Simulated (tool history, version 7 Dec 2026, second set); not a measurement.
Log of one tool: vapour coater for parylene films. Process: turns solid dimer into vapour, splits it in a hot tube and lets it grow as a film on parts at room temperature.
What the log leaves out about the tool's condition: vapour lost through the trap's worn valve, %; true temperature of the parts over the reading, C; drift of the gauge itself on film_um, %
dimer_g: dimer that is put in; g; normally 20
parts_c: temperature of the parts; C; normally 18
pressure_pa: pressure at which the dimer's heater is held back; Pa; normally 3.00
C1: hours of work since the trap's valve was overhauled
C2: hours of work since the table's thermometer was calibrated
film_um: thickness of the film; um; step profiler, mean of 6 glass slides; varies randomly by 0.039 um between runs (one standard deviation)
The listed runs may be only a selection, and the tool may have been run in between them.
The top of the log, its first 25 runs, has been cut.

{"run": 26, "hour": 1200.8, "dimer_g": 12, "parts_c": 15, "pressure_pa": 6.59, "C1": 49, "C2": 672, "film_um": 7.88}
{"run": 27, "hour": 1228.7, "dimer_g": 29, "parts_c": 15, "pressure_pa": 6.59, "C1": 62, "C2": 685, "film_um": 19.02}
{"run": 28, "hour": 1273.7, "dimer_g": 13, "parts_c": 29, "pressure_pa": 3.08, "C1": 83, "C2": 706, "film_um": 5.6}
{"run": 29, "hour": 1309.9, "dimer_g": 13, "parts_c": 29, "pressure_pa": 3.08, "C1": 100, "C2": 723, "film_um": 5.63}
{"run": 30, "hour": 1342.1, "dimer_g": 19, "parts_c": 15, "pressure_pa": 7.27, "C1": 115, "C2": 738, "film_um": 12.03}
{"run": 31, "hour": 1370.3, "dimer_g": 13, "parts_c": 18, "pressure_pa": 3.0, "C1": 128, "C2": 751, "film_um": 8.84}
{"run": 32, "hour": 1419.3, "dimer_g": 8, "parts_c": 13, "pressure_pa": 3.05, "C1": 151, "C2": 774, "film_um": 6.65}
{"run": 33, "hour": 1450.9, "dimer_g": 8, "parts_c": 13, "pressure_pa": 3.05, "C1": 165, "C2": 788, "film_um": 6.59}
{"run": 34, "hour": 1509.0, "dimer_g": 20, "parts_c": 27, "pressure_pa": 3.12, "C1": 192, "C2": 816, "film_um": 9.21}
{"run": 35, "hour": 1576.4, "dimer_g": 20, "parts_c": 27, "pressure_pa": 7.52, "C1": 224, "C2": 847, "film_um": 7.44}
{"run": 36, "hour": 1610.3, "dimer_g": 32, "parts_c": 16, "pressure_pa": 6.7, "C1": 240, "C2": 863, "film_um": 19.48}
{"run": 37, "hour": 1646.7, "dimer_g": 17, "parts_c": 13, "pressure_pa": 3.0, "C1": 257, "C2": 880, "film_um": 13.96}
{"run": 38, "hour": 1699.6, "dimer_g": 29, "parts_c": 12, "pressure_pa": 7.22, "C1": 281, "C2": 904, "film_um": 20.2}
{"hour": 1769.2, "done": "trap's valve overhauled"}
{"run": 39, "hour": 1769.6, "dimer_g": 15, "parts_c": 12, "pressure_pa": 4.1, "C1": 0, "C2": 935, "film_um": 12.49}
{"run": 40, "hour": 1820.7, "dimer_g": 15, "parts_c": 24, "pressure_pa": 4.1, "C1": 24, "C2": 959, "film_um": 7.58}
{"run": 41, "hour": 1860.3, "dimer_g": 15, "parts_c": 24, "pressure_pa": 4.1, "C1": 42, "C2": 977, "film_um": 7.55}
{"run": 42, "hour": 1913.5, "dimer_g": 13, "parts_c": 13, "pressure_pa": 6.63, "C1": 67, "C2": 1002, "film_um": 9.25}

Forecast each of these 3 alternatives for the next run:
{"run": "A", "hour": 1977.3, "dimer_g": 9, "parts_c": 10, "pressure_pa": 5.1, "C1": 97, "C2": 1032, "film_um": "?"}
{"run": "B", "hour": 1977.3, "dimer_g": 13, "parts_c": 29, "pressure_pa": 2.86, "C1": 97, "C2": 1032, "film_um": "?"}
{"run": "C", "hour": 1977.3, "dimer_g": 21, "parts_c": 13, "pressure_pa": 10.52, "C1": 97, "C2": 1032, "film_um": "?"}

run=A film_um=7.62
run=B film_um=5.73
run=C film_um=13.36
Had the tool no hidden state, the same runs would have come out as:
run=A film_um=7.65
run=B film_um=5.75
run=C film_um=13.42

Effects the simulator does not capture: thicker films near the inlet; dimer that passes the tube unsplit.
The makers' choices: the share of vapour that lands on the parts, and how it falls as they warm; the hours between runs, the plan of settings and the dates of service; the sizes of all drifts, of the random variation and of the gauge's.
